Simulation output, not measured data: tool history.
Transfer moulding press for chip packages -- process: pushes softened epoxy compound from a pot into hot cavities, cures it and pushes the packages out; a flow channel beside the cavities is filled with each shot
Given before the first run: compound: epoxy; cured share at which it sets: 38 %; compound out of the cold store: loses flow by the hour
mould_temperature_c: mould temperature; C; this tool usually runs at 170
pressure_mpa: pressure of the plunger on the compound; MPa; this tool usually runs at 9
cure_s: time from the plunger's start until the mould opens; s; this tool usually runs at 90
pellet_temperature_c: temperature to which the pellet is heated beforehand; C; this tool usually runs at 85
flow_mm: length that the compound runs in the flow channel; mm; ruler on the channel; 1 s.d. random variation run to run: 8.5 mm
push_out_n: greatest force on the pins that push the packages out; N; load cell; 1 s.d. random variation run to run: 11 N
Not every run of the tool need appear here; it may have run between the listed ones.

| run | hour | mould_temperature_c | pressure_mpa | cure_s | pellet_temperature_c | incoming compound's hours out of the cold store | flow_mm | push_out_n |
|---|---|---|---|---|---|---|---|---|
| 1 | 0 | 170 | 9 | 90 | 85 | 26.8 | 968 | 698 |
| 2 | 26.8 | 170 | 9 | 90 | 77 | 30.2 | 980 | 505 |
| 3 | 43.2 | 170 | 9 | 90 | 77 | 14.5 | 996 | 642 |
| 4 | 54.9 | 170 | 9 | 90 | 94 | 11.1 | 993 | 643 |
| 5 | 76.5 | 170 | 9 | 90 | 85 | 39.2 | 934 | 713 |
| 6 | 91.6 | 169 | 9 | 90 | 85 | 45.9 | 941 | 521 |
| 7 | 107.9 | 170 | 9 | 79 | 85 | 31.8 | 955 | 799 |
| 8 | 124.3 | 177 | 9 | 90 | 85 | 11.1 | 947 | 525 |
| 9 | 134.7 | 177 | 9 | 90 | 85 | 46.6 | 881 | 566 |
| 10 | 149.1 | 170 | 9 | 90 | 85 | 16.2 | 981 | 756 |
| 11 | 172.3 | 170 | 9 | 90 | 85 | 23.7 | 954 | 601 |
| 12 | 194.6 | 163 | 9 | 90 | 85 | 32.8 | 974 | 1146 |
| 13 | 220.3 | 163 | 9 | 90 | 85 | 24.5 | 994 | 865 |
| 14 | 233.1 | 163 | 9 | 90 | 85 | 45.8 | 948 | 918 |
| 15 | 249.9 | 170 | 7.87 | 120 | 88 | 37.4 | 869 | 522 |
| 16 | 263.8 | 170 | 7.87 | 120 | 88 | 15 | 885 | 558 |
| 17 | 288.2 | 170 | 7.87 | 120 | 88 | 33.8 | 857 | 411 |
| 18 | 303.7 | 169 | 8.84 | 90 | 85 | 27.4 | 935 | 649 |
| 19 | 319.9 | 168 | 9 | 98 | 78 | 29.4 | 935 | 651 |
| 20 | 336.9 | 165 | 9 | 75 | 94 | 30.1 | 949 | 1585 |
| 21 | 360.6 | 170 | 8.34 | 90 | 85 | 40.9 | 877 | 582 |
| 22 | 373.3 | 170 | 9.62 | 126 | 94 | 44.7 | 928 | 513 |
| 23 | 388.9 | 170 | 9 | 90 | 87 | 20.4 | 926 | 703 |
| 24 | 405.2 | 172 | 9.51 | 90 | 89 | 24.9 | 951 | 422 |
| 25 | 422.7 | 165 | 9.51 | 87 | 89 | 17.3 | 994 | 925 |
| 26 | 446.4 | 165 | 9.51 | 87 | 89 | 18.1 | 995 | 1101 |
| 27 | 470.6 | 176 | 8.88 | 73 | 90 | 37.9 | 868 | 525 |
| 28 | 486.5 | 170 | 9 | 90 | 84 | 42.6 | 882 | 587 |

Put back what was entered between runs (8 entries, withheld): which listed runs does each sit between, and how does the hidden state differ from the listed run before to the listed run after?
After run 1, before run 2: cavities cleaned with cleaning compound and waxed (hour 26.8)
  true mould temperature over the reading, C: 0.06 -> 0.07; pressure that reaches the compound, % of what is set: 96.22 -> 95.57; grip of the stained cavities, % over clean ones': 39.9 -> 2.3
  what was measured, less what the result would be without the hidden state, flow_mm: -19 -> -23 mm; push_out_n: +198 -> +9 N
After run 5, before run 6: cavities cleaned with cleaning compound and waxed (hour 90)
  pressure that reaches the compound, % of what is set: 94.3 -> 93.98; grip of the stained cavities, % over clean ones': 48 -> 4.1
  what was measured, less what the result would be without the hidden state, flow_mm: -29 -> -30 mm; push_out_n: +229 -> +18 N
After run 10, before run 11: cavities cleaned with cleaning compound and waxed (hour 152.9)
  true mould temperature over the reading, C: 0.13 -> 0.14; pressure that reaches the compound, % of what is set: 92.48 -> 91.92; grip of the stained cavities, % over clean ones': 53.5 -> 21.6
  what was measured, less what the result would be without the hidden state, flow_mm: -39 -> -41 mm; push_out_n: +258 -> +102 N
After run 12, before run 13: cavities cleaned with cleaning compound and waxed (hour 216.3)
  true mould temperature over the reading, C: 0.16 -> 0.17; pressure that reaches the compound, % of what is set: 91.39 -> 90.76; grip of the stained cavities, % over clean ones': 40.3 -> 4.8
  what was measured, less what the result would be without the hidden state, flow_mm: -46 -> -50 mm; push_out_n: +319 -> +28 N
After run 16, before run 17: cavities cleaned with cleaning compound and waxed (hour 279.2)
  true mould temperature over the reading, C: 0.19 -> 0.2; pressure that reaches the compound, % of what is set: 89.66 -> 89.11; grip of the stained cavities, % over clean ones': 45.1 -> 11.5
  what was measured, less what the result would be without the hidden state, flow_mm: -51 -> -52 mm; push_out_n: +173 -> +42 N
After run 20, before run 21: cavities cleaned with cleaning compound and waxed (hour 342)
  true mould temperature over the reading, C: 0.23 -> 0.24; pressure that reaches the compound, % of what is set: 87.9 -> 87.36; grip of the stained cavities, % over clean ones': 52.9 -> 22.1
  what was measured, less what the result would be without the hidden state, flow_mm: -65 -> -63 mm; push_out_n: +531 -> +98 N
After run 23, before run 24: cavities cleaned with cleaning compound and waxed (hour 405)
  pressure that reaches the compound, % of what is set: 86.66 -> 86.27; grip of the stained cavities, % over clean ones': 45.5 -> 3.7
  what was measured, less what the result would be without the hidden state, flow_mm: -70 -> -75 mm; push_out_n: +212 -> +10 N
After run 26, before run 27: cavities cleaned with cleaning compound and waxed (hour 468)
  true mould temperature over the reading, C: 0.28 -> 0.3; pressure that reaches the compound, % of what is set: 85.22 -> 84.65; grip of the stained cavities, % over clean ones': 40.9 -> 5.7
  what was measured, less what the result would be without the hidden state, flow_mm: -85 -> -77 mm; push_out_n: +300 -> +20 N
